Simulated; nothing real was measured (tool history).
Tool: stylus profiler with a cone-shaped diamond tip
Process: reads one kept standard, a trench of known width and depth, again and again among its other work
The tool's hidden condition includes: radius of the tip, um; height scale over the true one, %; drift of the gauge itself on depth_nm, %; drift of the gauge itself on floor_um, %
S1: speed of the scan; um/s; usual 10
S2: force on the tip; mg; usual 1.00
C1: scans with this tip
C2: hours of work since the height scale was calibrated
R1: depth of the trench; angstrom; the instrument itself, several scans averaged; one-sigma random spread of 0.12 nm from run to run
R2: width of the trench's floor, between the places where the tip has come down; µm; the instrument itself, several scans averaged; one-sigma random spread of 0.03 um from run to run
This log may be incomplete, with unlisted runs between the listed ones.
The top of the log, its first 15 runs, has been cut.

Run 16, hour 903.9: usual settings; C1 5641; C2 719. Result: R1 5033.4 angstrom, R2 94.16 µm.
Run 17, hour 966.1: usual settings; C1 5904; C2 752. Result: R1 5035.0 angstrom, R2 94.07 µm.
Run 18, hour 1045.3: usual settings; C1 6238; C2 795. Result: R1 5034.8 angstrom, R2 93.99 µm.
Run 19, hour 1135.0: usual settings; C1 6617; C2 843. Result: R1 5034.3 angstrom, R2 93.93 µm.
Run 20, hour 1175.2: usual settings but S1 30 um/s, S2 1.87 mg; C1 6787; C2 865. Result: R1 5044.0 angstrom, R2 93.81 µm.
Run 21, hour 1224.4: usual settings but S1 3 um/s, S2 1.23 mg; C1 6995; C2 892. Result: R1 5039.8 angstrom, R2 93.86 µm.
At hour 1271.0: height scale calibrated on a step standard.
Run 22, hour 1280.8: usual settings but S1 3 um/s, S2 1.23 mg; C1 7231; C2 5. Result: R1 5044.9 angstrom, R2 93.88 µm.
Run 23, hour 1357.1: usual settings but S1 3 um/s, S2 1.23 mg; C1 7554; C2 46. Result: R1 5046.6 angstrom, R2 93.78 µm.
Run 24, hour 1408.3: usual settings but S1 3 um/s, S2 1.23 mg; C1 7770; C2 74. Result: R1 5047.1 angstrom, R2 93.73 µm.
Run 25, hour 1457.1: usual settings but S1 12 um/s, S2 0.85 mg; C1 7977; C2 100. Result: R1 5041.6 angstrom, R2 93.60 µm.
Run 26, hour 1528.0: usual settings but S1 4 um/s, S2 0.85 mg; C1 8276; C2 138. Result: R1 5045.8 angstrom, R2 93.60 µm.
Run 27, hour 1586.6: usual settings but S1 6 um/s; C1 8524; C2 170. Result: R1 5046.4 angstrom, R2 93.51 µm.
Run 28, hour 1644.1: usual settings but S1 6 um/s; C1 8767; C2 201. Result: R1 5047.6 angstrom, R2 93.51 µm.
At hour 1658.6: height scale calibrated on a step standard, once more.
Run 29, hour 1719.5: usual settings but S2 0.46 mg; C1 9084; C2 33. Result: R1 5011.5 angstrom, R2 93.31 µm.
Run 30, hour 1803.9: usual settings but S2 0.46 mg; C1 9440; C2 78. Result: R1 5013.7 angstrom, R2 93.28 µm.
Run 31, hour 1895.3: usual settings but S1 14 um/s, S2 2.16 mg; C1 9826; C2 127. Result: R1 5033.7 angstrom, R2 93.25 µm.
Run 32, hour 1957.3: usual settings but S1 5 um/s, S2 0.75 mg; C1 10089; C2 161. Result: R1 5018.0 angstrom, R2 93.24 µm.
Run 33, hour 2010.0: usual settings but S1 5 um/s, S2 0.75 mg; C1 10311; C2 189. Result: R1 5019.0 angstrom, R2 93.18 µm.
Run 34, hour 2092.0: usual settings but S1 5 um/s, S2 0.75 mg; C1 10658; C2 233. Result: R1 5022.4 angstrom, R2 93.14 µm.

Predict the results of run 35:
Run 35, hour 2153.0: usual settings but S1 7 um/s, S2 0.60 mg; C1 10916; C2 266. Result: R1 ?, R2 ?.

{"run 35": {"R1": 5018.3, "R2": 93.04}}
Had the tool carried no hidden state, the very same run would have given R1 5012.8 angstrom, R2 95.54 µm.
